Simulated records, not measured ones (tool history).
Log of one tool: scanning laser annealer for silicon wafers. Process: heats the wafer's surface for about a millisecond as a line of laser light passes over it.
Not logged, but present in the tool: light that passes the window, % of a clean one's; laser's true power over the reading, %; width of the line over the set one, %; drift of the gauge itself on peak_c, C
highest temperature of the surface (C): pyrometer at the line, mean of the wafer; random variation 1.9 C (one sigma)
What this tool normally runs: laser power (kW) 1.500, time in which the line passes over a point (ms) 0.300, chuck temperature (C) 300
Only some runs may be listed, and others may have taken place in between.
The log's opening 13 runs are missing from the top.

run   hour  laser power (kW)  time in which the line passes over a point (ms)  chuck temperature (C)  hours of work since the window was cleaned  hours of work since the power meter was calibrated  hours of work since the optics were aligned  highest temperature of the surface (C)
 14  169.8             1.500                                            0.300                    300                                          55                                                 284                                          942                                    1119
 15  182.5             1.500                                            0.300                    300                                          63                                                 293                                          951                                    1114
 16  199.8             1.500                                            0.261                    300                                          75                                                 304                                          962                                    1055
 17  212.5             1.415                                            0.300                    300                                          83                                                 313                                          971                                    1072
 18  226.7             1.500                                            0.300                    300                                          93                                                 322                                          980                                    1114
 19  238.0             1.500                                            0.223                    300                                         101                                                 330                                          988                                     996
 20  251.9             1.500                                            0.223                    300                                         110                                                 339                                          997                                     994
 21  263.7             1.500                                            0.223                    300                                         118                                                 347                                         1005                                     994
 22  278.6             1.500                                            0.225                    326                                         128                                                 357                                         1015                                    1022
 23  289.5             1.338                                            0.300                    271                                         135                                                 365                                         1022                                     993
 24  299.2             1.440                                            0.300                    303                                         142                                                 371                                         1029                                    1082
 25  314.8             1.440                                            0.300                    303                                         152                                                 382                                         1039                                    1079
 26  330.9             1.440                                            0.300                    303                                         163                                                 392                                         1050                                    1075
 27  344.2             1.487                                            0.340                    309                                         172                                                 401                                         1059                                    1161
 28  353.3             1.303                                            0.307                    305                                         178                                                 407                                         1065                                    1017
 29  365.7             1.365                                            0.307                    272                                         186                                                 416                                         1074                                    1017
 30  378.8             1.307                                            0.241                    300                                         195                                                 424                                         1082                                     927
 31  391.4             1.499                                            0.261                    300                                         204                                                 433                                         1091                                    1048
 32  406.6             1.500                                            0.308                    262                                         214                                                 443                                         1101                                    1074

What does the tool deliver on the next run?
 33  415.8             1.500                                            0.217                    300                                         220                                                 449                                         1107                                       ?

Run 33 came out at highest temperature of the surface (C) 984.
Take away the tool's hidden state, keep the run-to-run variation as it was, and the same run would have given highest temperature of the surface (C) 1000.
